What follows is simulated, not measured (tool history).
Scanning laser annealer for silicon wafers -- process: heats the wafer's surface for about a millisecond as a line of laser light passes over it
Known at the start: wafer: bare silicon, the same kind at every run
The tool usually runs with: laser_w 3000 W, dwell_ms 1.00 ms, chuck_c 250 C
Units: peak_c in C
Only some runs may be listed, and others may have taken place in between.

Run 1, hour 0.0: usual settings. Result: peak_c 1071 C.
Run 2, hour 72.2: usual settings. Result: peak_c 1067 C.
Run 3, hour 156.0: usual settings but chuck_c 226 C. Result: peak_c 1041 C.
Run 4, hour 198.7: usual settings but chuck_c 226 C. Result: peak_c 1040 C.
Run 5, hour 266.7: usual settings but dwell_ms 1.15 ms. Result: peak_c 1131 C.
Run 6, hour 346.9: usual settings but dwell_ms 1.24 ms. Result: peak_c 1168 C.
Run 7, hour 427.7: usual settings but laser_w 2565 W, dwell_ms 1.24 ms. Result: peak_c 1024 C.
Run 8, hour 497.4: usual settings but laser_w 2565 W, dwell_ms 1.24 ms. Result: peak_c 1022 C.
Run 9, hour 562.5: usual settings but laser_w 2565 W, dwell_ms 1.24 ms. Result: peak_c 1020 C.
Run 10, hour 605.9: usual settings. Result: peak_c 1050 C.
Run 11, hour 648.4: usual settings but laser_w 2672 W. Result: peak_c 956 C.
Run 12, hour 698.9: usual settings but laser_w 2672 W. Result: peak_c 957 C.
Run 13, hour 782.7: usual settings but laser_w 2578 W. Result: peak_c 963 C.
Run 14, hour 829.0: usual settings but laser_w 2578 W. Result: peak_c 961 C.
Run 15, hour 882.1: usual settings but laser_w 2578 W. Result: peak_c 960 C.
Run 16, hour 932.5: usual settings but laser_w 2578 W. Result: peak_c 958 C.
Run 17, hour 987.0: usual settings but laser_w 2917 W, chuck_c 284 C. Result: peak_c 1090 C.
Run 18, hour 1040.5: usual settings but dwell_ms 1.05 ms. Result: peak_c 1102 C.
Run 19, hour 1082.4: usual settings but laser_w 3141 W, dwell_ms 1.17 ms, chuck_c 241 C. Result: peak_c 1194 C.
Run 20, hour 1134.5: usual settings but laser_w 2916 W, dwell_ms 1.19 ms. Result: peak_c 1141 C.
Run 21, hour 1198.4: usual settings but laser_w 2942 W, dwell_ms 0.98 ms, chuck_c 245 C. Result: peak_c 1043 C.
Run 22, hour 1250.7: usual settings but laser_w 2942 W, dwell_ms 0.98 ms, chuck_c 245 C. Result: peak_c 1041 C.
Run 23, hour 1294.7: usual settings but chuck_c 281 C. Result: peak_c 1104 C.
Run 24, hour 1368.0: usual settings but chuck_c 281 C. Result: peak_c 1097 C.
Run 25, hour 1414.7: usual settings but chuck_c 227 C. Result: peak_c 1044 C.
Run 26, hour 1465.2: usual settings but dwell_ms 0.85 ms, chuck_c 231 C. Result: peak_c 970 C.
Run 27, hour 1541.5: usual settings but laser_w 3137 W, dwell_ms 1.21 ms, chuck_c 216 C. Result: peak_c 1173 C.
Run 28, hour 1597.8: usual settings but laser_w 3137 W, dwell_ms 1.21 ms, chuck_c 216 C. Result: peak_c 1168 C.
Run 29, hour 1648.6: usual settings but laser_w 3137 W, dwell_ms 1.21 ms, chuck_c 216 C. Result: peak_c 1172 C.

The log once held 1 entry between its listed runs, left out of this copy. Where does each go, and what is different about the tool's unlogged condition between the listed run before it and the listed run after it?
Between runs 12 and 13: window over the wafer cleaned (hour 774.7)
  light that passes the window, % of a clean one's: 95.52 -> 99.95; laser's true power over the reading, %: 0.03 -> 0.02; width of the line over the set one, %: 1.16 -> 1.27
  measured less the result without the state, peak_c: -40 -> -4 C
